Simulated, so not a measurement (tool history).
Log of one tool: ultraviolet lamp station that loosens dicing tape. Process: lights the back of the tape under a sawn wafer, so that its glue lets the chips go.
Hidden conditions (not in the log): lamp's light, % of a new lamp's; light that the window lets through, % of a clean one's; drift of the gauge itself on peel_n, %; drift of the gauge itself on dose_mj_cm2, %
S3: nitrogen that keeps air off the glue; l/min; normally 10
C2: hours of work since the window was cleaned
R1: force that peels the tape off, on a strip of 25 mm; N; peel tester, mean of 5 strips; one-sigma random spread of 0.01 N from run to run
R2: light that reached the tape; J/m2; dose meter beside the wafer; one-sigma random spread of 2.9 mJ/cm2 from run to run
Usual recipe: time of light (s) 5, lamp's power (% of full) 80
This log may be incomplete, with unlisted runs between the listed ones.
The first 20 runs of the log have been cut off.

run 21 hour=1243.4 | time_of_light_(s)=5 lamp's_power_(%_of_full)=67 S3=10 | hours_of_work_of_the_lamp=831 C2=294 | R1=0.61 R2=3650
run 22 hour=1278.2 | time_of_light_(s)=5 lamp's_power_(%_of_full)=80 S3=10 | hours_of_work_of_the_lamp=845 C2=308 | R1=0.437 R2=4360
run 23 hour=1331.1 | time_of_light_(s)=5 lamp's_power_(%_of_full)=91 S3=3 | hours_of_work_of_the_lamp=866 C2=329 | R1=0.599 R2=4920
-- hour=1355.6 window cleaned of glue's vapour
run 24 hour=1409.9 | time_of_light_(s)=7 lamp's_power_(%_of_full)=74 S3=11 | hours_of_work_of_the_lamp=897 C2=22 | R1=0.229 R2=5610
run 25 hour=1484.2 | time_of_light_(s)=7 lamp's_power_(%_of_full)=74 S3=11 | hours_of_work_of_the_lamp=927 C2=51 | R1=0.232 R2=5670
run 26 hour=1569.3 | time_of_light_(s)=4 lamp's_power_(%_of_full)=67 S3=10 | hours_of_work_of_the_lamp=961 C2=85 | R1=0.87 R2=2940
run 27 hour=1636.2 | time_of_light_(s)=5 lamp's_power_(%_of_full)=77 S3=10 | hours_of_work_of_the_lamp=988 C2=112 | R1=0.474 R2=4180
run 28 hour=1690.5 | time_of_light_(s)=5 lamp's_power_(%_of_full)=85 S3=15 | hours_of_work_of_the_lamp=1010 C2=134 | R1=0.327 R2=4580
run 29 hour=1763.1 | time_of_light_(s)=5 lamp's_power_(%_of_full)=80 S3=19 | hours_of_work_of_the_lamp=1039 C2=163 | R1=0.345 R2=4310
run 30 hour=1825.3 | time_of_light_(s)=5 lamp's_power_(%_of_full)=80 S3=5 | hours_of_work_of_the_lamp=1064 C2=188 | R1=0.583 R2=4310
run 31 hour=1904.1 | time_of_light_(s)=5 lamp's_power_(%_of_full)=63 S3=10 | hours_of_work_of_the_lamp=1095 C2=219 | R1=0.662 R2=3370
run 32 hour=1958.9 | time_of_light_(s)=10 lamp's_power_(%_of_full)=78 S3=8 | hours_of_work_of_the_lamp=1117 C2=241 | R1=0.098 R2=8440
run 33 hour=2031.6 | time_of_light_(s)=5 lamp's_power_(%_of_full)=80 S3=10 | hours_of_work_of_the_lamp=1146 C2=270 | R1=0.431 R2=4410
run 34 hour=2083.3 | time_of_light_(s)=5 lamp's_power_(%_of_full)=78 S3=16 | hours_of_work_of_the_lamp=1167 C2=291 | R1=0.368 R2=4250
run 35 hour=2128 | time_of_light_(s)=2 lamp's_power_(%_of_full)=74 S3=16 | hours_of_work_of_the_lamp=1185 C2=309 | R1=1.627 R2=1590
-- hour=2136 lamp changed
-- hour=2199.9 window cleaned of glue's vapour
run 36 hour=2199.9 | time_of_light_(s)=2 lamp's_power_(%_of_full)=74 S3=16 | hours_of_work_of_the_lamp=25 C2=0 | R1=1.558 R2=1590
run 37 hour=2239.1 | time_of_light_(s)=2 lamp's_power_(%_of_full)=74 S3=16 | hours_of_work_of_the_lamp=41 C2=16 | R1=1.566 R2=1600
run 38 hour=2279.9 | time_of_light_(s)=2 lamp's_power_(%_of_full)=63 S3=18 | hours_of_work_of_the_lamp=57 C2=32 | R1=1.842 R2=1350
run 39 hour=2325.8 | time_of_light_(s)=4 lamp's_power_(%_of_full)=63 S3=13 | hours_of_work_of_the_lamp=76 C2=50 | R1=0.885 R2=2760
run 40 hour=2366.3 | time_of_light_(s)=2 lamp's_power_(%_of_full)=65 S3=11 | hours_of_work_of_the_lamp=92 C2=67 | R1=1.97 R2=1430
run 41 hour=2415.7 | time_of_light_(s)=5 lamp's_power_(%_of_full)=81 S3=6 | hours_of_work_of_the_lamp=112 C2=86 | R1=0.514 R2=4400
run 42 hour=2494.1 | time_of_light_(s)=3 lamp's_power_(%_of_full)=64 S3=6 | hours_of_work_of_the_lamp=143 C2=118 | R1=1.505 R2=2070
run 43 hour=2561 | time_of_light_(s)=3 lamp's_power_(%_of_full)=97 S3=6 | hours_of_work_of_the_lamp=170 C2=144 | R1=0.934 R2=3130

Alternative continuations, all from the tool just after run 43; predict every row:
run A hour=2624.4 | time_of_light_(s)=5 lamp's_power_(%_of_full)=80 S3=15 | hours_of_work_of_the_lamp=195 C2=170 | R1=? R2=?
run B hour=2624.4 | time_of_light_(s)=2 lamp's_power_(%_of_full)=73 S3=10 | hours_of_work_of_the_lamp=195 C2=170 | R1=? R2=?
run C hour=2624.4 | time_of_light_(s)=5 lamp's_power_(%_of_full)=88 S3=5 | hours_of_work_of_the_lamp=195 C2=170 | R1=? R2=?

run=A R1=0.367 R2=4350
run=B R1=1.714 R2=1560
run=C R1=0.507 R2=4820
The same runs, with their run-to-run variation unchanged, on a tool lacking any hidden condition would have given:
run=A R1=0.366 R2=4350
run=B R1=1.713 R2=1560
run=C R1=0.506 R2=4820

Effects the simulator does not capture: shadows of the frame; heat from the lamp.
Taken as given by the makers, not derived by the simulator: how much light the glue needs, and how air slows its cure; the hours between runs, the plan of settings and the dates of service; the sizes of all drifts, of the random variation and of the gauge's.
